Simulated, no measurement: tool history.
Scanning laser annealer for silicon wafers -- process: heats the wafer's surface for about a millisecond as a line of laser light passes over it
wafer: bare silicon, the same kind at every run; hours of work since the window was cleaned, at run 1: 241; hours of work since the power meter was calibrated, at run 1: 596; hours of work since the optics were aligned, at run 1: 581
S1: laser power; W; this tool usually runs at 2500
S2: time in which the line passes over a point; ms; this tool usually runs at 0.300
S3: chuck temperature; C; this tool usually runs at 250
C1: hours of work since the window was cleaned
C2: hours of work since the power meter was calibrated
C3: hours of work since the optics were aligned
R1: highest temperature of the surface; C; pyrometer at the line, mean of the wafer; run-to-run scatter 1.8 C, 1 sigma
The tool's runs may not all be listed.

run   hour    S1     S2   S3   C1   C2   C3    R1
  1    0.0  2500  0.300  250  241  596  581  1066
  2   14.9  2500  0.300  250  251  606  591  1064
  3   30.1  2500  0.238  250  261  616  601   967
  4   52.1  2500  0.238  250  276  631  616   968
  5   64.3  2500  0.238  250  284  639  624   967
  6   74.1  2500  0.353  250  291  645  630  1137
  7   89.7  2460  0.300  250  301  656  641  1042
  8  106.1  2460  0.300  250  312  667  652  1044
  9  121.1  2500  0.355  250  322  677  662  1138
 10  143.4  2500  0.355  250  337  692  677  1137
 11  159.0  2350  0.231  280  347  702  687   925
 12  181.0  2305  0.253  255  362  717  702   913
 13  199.7  2305  0.253  255  374  729  714   918
 14  215.1  2225  0.253  261  385  740  725   889
 15  230.4  2313  0.339  233  395  750  735  1013
 16  250.9  2174  0.367  250  409  764  749   995
 17  273.7  2687  0.367  279  424  779  764  1266
 18  296.4  2214  0.300  250  439  794  779   931
 19  310.6  2214  0.213  218  449  803  789   785

Each row is a separate what-if for the run after 19, all from the same tool condition, not one after another. Results?
  A  328.3  2320  0.224  280  460  815  800   ?
  B  328.3  2500  0.254  250  460  815  800   ?
  C  328.3  2425  0.300  281  460  815  800   ?
  D  328.3  2680  0.213  287  460  815  800   ?

run    R1
  A   901
  B   981
  C  1051
  D  1016
Without the tool's unlogged condition, the same runs would have read:
run    R1
  A   924
  B  1008
  C  1080
  D  1043

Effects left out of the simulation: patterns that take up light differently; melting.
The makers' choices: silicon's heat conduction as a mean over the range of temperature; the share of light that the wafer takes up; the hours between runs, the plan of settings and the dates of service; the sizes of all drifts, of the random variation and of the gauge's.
